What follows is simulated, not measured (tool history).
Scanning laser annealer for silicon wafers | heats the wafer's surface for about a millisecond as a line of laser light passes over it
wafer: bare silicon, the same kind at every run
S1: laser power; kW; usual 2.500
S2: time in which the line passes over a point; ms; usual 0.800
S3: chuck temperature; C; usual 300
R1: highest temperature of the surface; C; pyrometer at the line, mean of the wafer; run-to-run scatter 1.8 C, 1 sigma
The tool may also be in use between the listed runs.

Run 1, hour 0.0: usual settings. Result: R1 994 C.
Run 2, hour 41.5: usual settings but S2 0.814 ms. Result: R1 998 C.
Run 3, hour 93.8: usual settings but S2 0.814 ms. Result: R1 989 C.
Run 4, hour 142.5: usual settings but S2 0.814 ms. Result: R1 991 C.
At hour 210.5: window over the wafer cleaned.
Run 5, hour 229.4: usual settings but S2 0.865 ms. Result: R1 1060 C.
Run 6, hour 290.2: usual settings but S2 0.865 ms. Result: R1 1053 C.
Run 7, hour 345.3: usual settings. Result: R1 1019 C.
Run 8, hour 402.5: usual settings. Result: R1 1020 C.
Run 9, hour 488.0: usual settings. Result: R1 1017 C.
Run 10, hour 547.0: usual settings but S1 2.727 kW. Result: R1 1096 C.
Run 11, hour 615.0: usual settings but S1 2.727 kW. Result: R1 1092 C.
Run 12, hour 676.4: usual settings but S1 2.727 kW. Result: R1 1085 C.
Run 13, hour 755.9: usual settings but S2 0.592 ms. Result: R1 914 C.
Run 14, hour 824.8: usual settings. Result: R1 994 C.
Run 15, hour 889.9: usual settings but S1 2.395 kW. Result: R1 956 C.
Run 16, hour 945.5: usual settings but S1 2.395 kW. Result: R1 950 C.
Run 17, hour 1022.7: usual settings but S1 2.395 kW. Result: R1 943 C.
At hour 1082.9: window over the wafer cleaned.
Run 18, hour 1089.5: usual settings but S1 2.395 kW. Result: R1 992 C.
Run 19, hour 1170.8: usual settings but S1 2.437 kW. Result: R1 1003 C.
Run 20, hour 1242.6: usual settings but S1 2.437 kW. Result: R1 999 C.
Run 21, hour 1315.1: usual settings. Result: R1 1020 C.
Run 22, hour 1400.3: usual settings. Result: R1 1011 C.
Run 23, hour 1458.5: usual settings. Result: R1 1004 C.
Run 24, hour 1536.8: usual settings. Result: R1 998 C.
Run 25, hour 1583.9: usual settings. Result: R1 999 C.
Run 26, hour 1641.2: usual settings but S1 2.329 kW, S2 0.721 ms, S3 290 C. Result: R1 897 C.
Run 27, hour 1712.8: usual settings but S1 2.288 kW, S2 0.745 ms, S3 336 C. Result: R1 935 C.
Run 28, hour 1766.2: usual settings but S1 2.288 kW, S2 0.745 ms, S3 330 C. Result: R1 930 C.
Run 29, hour 1855.1: usual settings but S1 2.276 kW, S2 0.612 ms, S3 287 C. Result: R1 826 C.
Run 30, hour 1908.9: usual settings but S1 2.276 kW, S2 0.612 ms, S3 287 C. Result: R1 823 C.
At hour 1954.5: window over the wafer cleaned.
Run 31, hour 1954.5: usual settings but S1 2.733 kW, S2 0.652 ms, S3 331 C. Result: R1 1083 C.
Run 32, hour 2017.1: usual settings but S1 2.733 kW, S2 0.652 ms, S3 331 C. Result: R1 1083 C.

Predict the results of run 33:
Run 33, hour 2081.4: usual settings but S1 2.723 kW, S3 299 C. Result: R1 ?.

R1: 1105 C
The same run, on a tool lacking any hidden state, would have yielded R1 1122 C.
